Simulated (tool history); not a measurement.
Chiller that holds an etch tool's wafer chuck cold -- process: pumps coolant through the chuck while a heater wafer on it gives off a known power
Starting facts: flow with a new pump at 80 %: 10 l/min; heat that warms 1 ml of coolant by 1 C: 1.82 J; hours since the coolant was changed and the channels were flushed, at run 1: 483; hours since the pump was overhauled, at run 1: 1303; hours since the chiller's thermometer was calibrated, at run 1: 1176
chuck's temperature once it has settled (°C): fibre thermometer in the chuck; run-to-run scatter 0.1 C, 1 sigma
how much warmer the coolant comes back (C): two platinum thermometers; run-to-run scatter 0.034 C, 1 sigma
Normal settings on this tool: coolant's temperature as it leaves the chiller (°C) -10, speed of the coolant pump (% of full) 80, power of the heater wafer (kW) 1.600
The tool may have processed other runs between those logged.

run   hour  coolant's temperature as it leaves the chiller (°C)  speed of the coolant pump (% of full)  power of the heater wafer (kW)  hours since the coolant was changed and the channels were flushed  hours since the pump was overhauled  hours since the chiller's thermometer was calibrated  chuck's temperature once it has settled (°C)  how much warmer the coolant comes back (C)
  1    0.0                                                  -10                                     80                           1.600                                                                483                                 1303                                                  1176                                           0.7                                        5.24
  2   33.2                                                  -16                                     80                           1.600                                                                516                                 1337                                                  1209                                          -5.3                                        5.30
  3   48.9                                                  -10                                     78                           1.600                                                                532                                 1352                                                  1225                                           1.0                                        5.47
  4   69.5                                                  -10                                     78                           1.600                                                                552                                 1373                                                  1245                                           0.9                                        5.46
  5  100.6                                                  -10                                     78                           1.600                                                                584                                 1404                                                  1276                                           0.9                                        5.48
  6  123.9                                                  -11                                     78                           1.600                                                                607                                 1427                                                  1300                                           0.0                                        5.51
  7  141.7                                                  -11                                     78                           1.600                                                                625                                 1445                                                  1318                                           0.0                                        5.50
  8  158.4                                                  -10                                     80                           1.600                                                                641                                 1462                                                  1334                                           0.6                                        5.40
  9  192.5                                                  -10                                     80                           1.600                                                                675                                 1496                                                  1368                                           0.5                                        5.39
 10  225.0                                                  -20                                     80                           1.600                                                                708                                 1528                                                  1401                                          -9.1                                        5.40
 11  241.6                                                  -10                                     90                           1.600                                                                725                                 1545                                                  1417                                          -0.2                                        4.78
 12  267.9                                                  -10                                     90                           1.600                                                                751                                 1571                                                  1444                                          -0.1                                        4.82
 13  289.4                                                  -10                                     90                           1.600                                                                772                                 1593                                                  1465                                          -0.3                                        4.84
 14  306.1                                                  -10                                     80                           1.600                                                                789                                 1609                                                  1482                                           0.7                                        5.50
 15  323.2                                                  -17                                     80                           1.896                                                                806                                 1627                                                  1499                                          -4.4                                        6.45
 16  356.7                                                   -6                                     91                           1.896                                                                840                                 1660                                                  1532                                           5.4                                        5.70
 17  384.7                                                   -6                                     91                           1.896                                                                868                                 1688                                                  1561                                           5.6                                        5.75
     405.5  -- gauge calibrated
 18  405.5                                                   -5                                    100                           1.896                                                                888                                 1709                                                  1581                                           5.7                                        4.92
 19  422.5                                                   -5                                    100                           0.902                                                                905                                 1726                                                  1598                                           0.0                                        2.33
 20  450.1                                                   -5                                    100                           1.795                                                                933                                 1753                                                  1626                                           5.0                                        4.70
 21  465.6                                                   -5                                     87                           1.228                                                                949                                 1769                                                  1641                                           2.7                                        3.69
 22  482.6                                                   -5                                     65                           0.818                                                                966                                 1786                                                  1658                                           1.4                                        3.43
 23  511.0                                                   -9                                     80                           1.600                                                                994                                 1814                                                  1687                                           1.6                                        5.32
 24  540.6                                                   -9                                     72                           0.818                                                               1024                                 1844                                                  1716                                          -3.1                                        3.11
 25  568.2                                                   -9                                     72                           0.818                                                               1051                                 1872                                                  1744                                          -3.1                                        3.13
 26  598.5                                                   -9                                     72                           0.818                                                               1081                                 1902                                                  1774                                          -3.1                                        3.16
 27  630.6                                                  -15                                     61                           0.818                                                               1114                                 1934                                                  1806                                          -8.2                                        3.73

4 ways to go on from here, each from the tool as it stands after run 27. What would each give?
  A  653.0                                                  -14                                     85                           0.818                                                               1136                                 1956                                                  1829                                             ?                                           ?
  B  653.0                                                  -10                                     74                           1.600                                                               1136                                 1956                                                  1829                                             ?                                           ?
  C  653.0                                                  -13                                     64                           0.902                                                               1136                                 1956                                                  1829                                             ?                                           ?
  D  653.0                                                  -15                                     98                           0.818                                                               1136                                 1956                                                  1829                                             ?                                           ?

run  chuck's temperature once it has settled (°C)  how much warmer the coolant comes back (C)
  A                                          -9.0                                        2.67
  B                                           1.5                                        5.85
  C                                          -5.9                                        3.96
  D                                         -10.3                                        2.38
Take away the tool's hidden state, keep each run's random variation, and the runs would have read:
run  chuck's temperature once it has settled (°C)  how much warmer the coolant comes back (C)
  A                                          -9.0                                        2.51
  B                                           1.5                                        5.69
  C                                          -5.9                                        3.79
  D                                         -10.3                                        2.21

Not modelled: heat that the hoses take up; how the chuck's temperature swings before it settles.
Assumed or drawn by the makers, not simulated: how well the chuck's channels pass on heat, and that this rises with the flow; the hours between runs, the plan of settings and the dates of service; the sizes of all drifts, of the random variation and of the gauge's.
